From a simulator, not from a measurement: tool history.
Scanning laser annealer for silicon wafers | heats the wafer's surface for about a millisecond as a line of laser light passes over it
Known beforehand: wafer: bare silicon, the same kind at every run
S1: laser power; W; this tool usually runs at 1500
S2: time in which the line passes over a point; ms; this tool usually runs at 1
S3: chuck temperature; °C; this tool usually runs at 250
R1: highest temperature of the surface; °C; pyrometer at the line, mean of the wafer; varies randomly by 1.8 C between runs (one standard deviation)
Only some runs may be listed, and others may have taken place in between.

{"run": 1, "day": 0.0, "S1": 1500, "S2": 1, "S3": 250, "R1": 1082}
{"run": 2, "day": 2.721, "S1": 1500, "S2": 1, "S3": 250, "R1": 1082}
{"run": 3, "day": 4.058, "S1": 1500, "S2": 0.97, "S3": 250, "R1": 1064}
{"run": 4, "day": 6.262, "S1": 1500, "S2": 0.97, "S3": 250, "R1": 1068}
{"run": 5, "day": 7.983, "S1": 1500, "S2": 1, "S3": 248, "R1": 1082}
{"run": 6, "day": 9.617, "S1": 1500, "S2": 1, "S3": 248, "R1": 1081}
{"run": 7, "day": 12.3, "S1": 1500, "S2": 1, "S3": 248, "R1": 1077}
{"run": 8, "day": 14.033, "S1": 1500, "S2": 1, "S3": 250, "R1": 1079}
{"run": 9, "day": 15.375, "S1": 1500, "S2": 1, "S3": 250, "R1": 1080}
{"run": 10, "day": 18.025, "S1": 1500, "S2": 1.09, "S3": 250, "R1": 1124}
{"run": 11, "day": 20.179, "S1": 1500, "S2": 1, "S3": 250, "R1": 1080}
{"run": 12, "day": 22.833, "S1": 1500, "S2": 1, "S3": 250, "R1": 1078}
{"run": 13, "day": 25.521, "S1": 1500, "S2": 1, "S3": 250, "R1": 1084}
{"run": 14, "day": 27.446, "S1": 1500, "S2": 0.75, "S3": 250, "R1": 948}
{"run": 15, "day": 29.633, "S1": 1500, "S2": 0.75, "S3": 250, "R1": 949}
{"run": 16, "day": 32.217, "S1": 1500, "S2": 0.75, "S3": 250, "R1": 947}
{"day": 33.633, "done": "window over the wafer cleaned"}
{"run": 17, "day": 34.575, "S1": 1523, "S2": 1, "S3": 250, "R1": 1094}
{"run": 18, "day": 36.012, "S1": 1500, "S2": 1.03, "S3": 250, "R1": 1098}
{"run": 19, "day": 38.9, "S1": 1500, "S2": 1.16, "S3": 250, "R1": 1159}
{"run": 20, "day": 41.325, "S1": 1500, "S2": 1, "S3": 250, "R1": 1083}
{"run": 21, "day": 43.667, "S1": 1500, "S2": 1.18, "S3": 250, "R1": 1167}
{"run": 22, "day": 45.638, "S1": 1472, "S2": 0.87, "S3": 281, "R1": 1032}
{"run": 23, "day": 47.667, "S1": 1448, "S2": 1.17, "S3": 278, "R1": 1158}
{"run": 24, "day": 50.233, "S1": 1448, "S2": 1.06, "S3": 289, "R1": 1120}
{"run": 25, "day": 51.642, "S1": 1448, "S2": 0.91, "S3": 289, "R1": 1047}
{"run": 26, "day": 53.212, "S1": 1558, "S2": 0.73, "S3": 264, "R1": 980}
{"run": 27, "day": 55.429, "S1": 1500, "S2": 1, "S3": 262, "R1": 1095}
{"run": 28, "day": 58.242, "S1": 1478, "S2": 1.01, "S3": 262, "R1": 1082}
{"run": 29, "day": 59.9, "S1": 1478, "S2": 1.01, "S3": 262, "R1": 1089}
{"run": 30, "day": 61.25, "S1": 1478, "S2": 1.01, "S3": 262, "R1": 1086}
{"run": 31, "day": 63.462, "S1": 1478, "S2": 1.01, "S3": 262, "R1": 1086}
{"run": 32, "day": 64.788, "S1": 1478, "S2": 1.01, "S3": 262, "R1": 1088}
{"run": 33, "day": 67.217, "S1": 1500, "S2": 1, "S3": 210, "R1": 1041}
{"run": 34, "day": 69.4, "S1": 1500, "S2": 1.22, "S3": 250, "R1": 1190}
{"run": 35, "day": 72.138, "S1": 1546, "S2": 0.71, "S3": 257, "R1": 952}
{"run": 36, "day": 74.362, "S1": 1492, "S2": 1, "S3": 211, "R1": 1038}
{"run": 37, "day": 76.104, "S1": 1472, "S2": 1, "S3": 242, "R1": 1058}
{"run": 38, "day": 78.35, "S1": 1401, "S2": 1.21, "S3": 231, "R1": 1102}
{"day": 79.504, "done": "optics aligned, line set to its width"}
{"run": 39, "day": 80.058, "S1": 1401, "S2": 1.21, "S3": 231, "R1": 1099}
{"run": 40, "day": 81.925, "S1": 1360, "S2": 1.05, "S3": 283, "R1": 1057}
{"run": 41, "day": 84.025, "S1": 1360, "S2": 1.05, "S3": 283, "R1": 1056}

Alternative continuations, all from the tool just after run 41; predict every row:
{"run": "A", "day": 86.412, "S1": 1449, "S2": 1.08, "S3": 250, "R1": "?"}
{"run": "B", "day": 86.412, "S1": 1360, "S2": 1.18, "S3": 283, "R1": "?"}
{"run": "C", "day": 86.412, "S1": 1641, "S2": 0.74, "S3": 283, "R1": "?"}

run=A R1=1090
run=B R1=1110
run=C R1=1043
Without the tool's unlogged condition, the same runs would have read:
run=A R1=1090
run=B R1=1110
run=C R1=1043
